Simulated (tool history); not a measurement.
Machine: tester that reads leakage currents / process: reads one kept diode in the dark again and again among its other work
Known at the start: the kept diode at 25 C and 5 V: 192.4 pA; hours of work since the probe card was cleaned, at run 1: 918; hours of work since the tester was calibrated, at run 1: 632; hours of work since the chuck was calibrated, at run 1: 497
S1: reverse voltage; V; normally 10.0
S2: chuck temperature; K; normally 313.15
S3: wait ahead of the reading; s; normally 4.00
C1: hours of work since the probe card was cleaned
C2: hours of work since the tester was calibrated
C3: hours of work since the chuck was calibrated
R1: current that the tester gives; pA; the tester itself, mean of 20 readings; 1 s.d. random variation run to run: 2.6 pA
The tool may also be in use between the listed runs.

run     day    S1      S2    S3    C1   C2   C3       R1
  1   0.000  10.0  313.15  4.00   918  632  497   879.68
  2   0.875  10.0  313.15  4.00   928  643  507   880.93
  3   2.333  10.0  313.15  4.00   945  660  524   883.13
  4   3.446  10.0  313.15  4.00   958  673  537   877.17
  5   4.892  10.0  313.15  4.00   975  690  554   881.25
  6   6.417  10.0  313.15  4.00   993  708  572   884.62
  7   7.492  10.0  313.15  4.00  1006  720  585   878.82
  8   8.358  10.0  313.15  4.00  1016  730  595   879.25
  9   9.983  10.0  330.15  4.00  1035  749  614  3110.01
 10  10.879   5.4  322.15  1.24  1045  760  624  1366.42
 11  12.371   5.4  322.15  1.24  1063  777  642  1369.56

What does the tool deliver on the next run?
 12  13.525  5.4  322.15  1.24  1076  791  655   ?

Run 12 yielded R1 1361.14 pA.
Had the tool carried no hidden state, the very same run would have given R1 1361.99 pA.
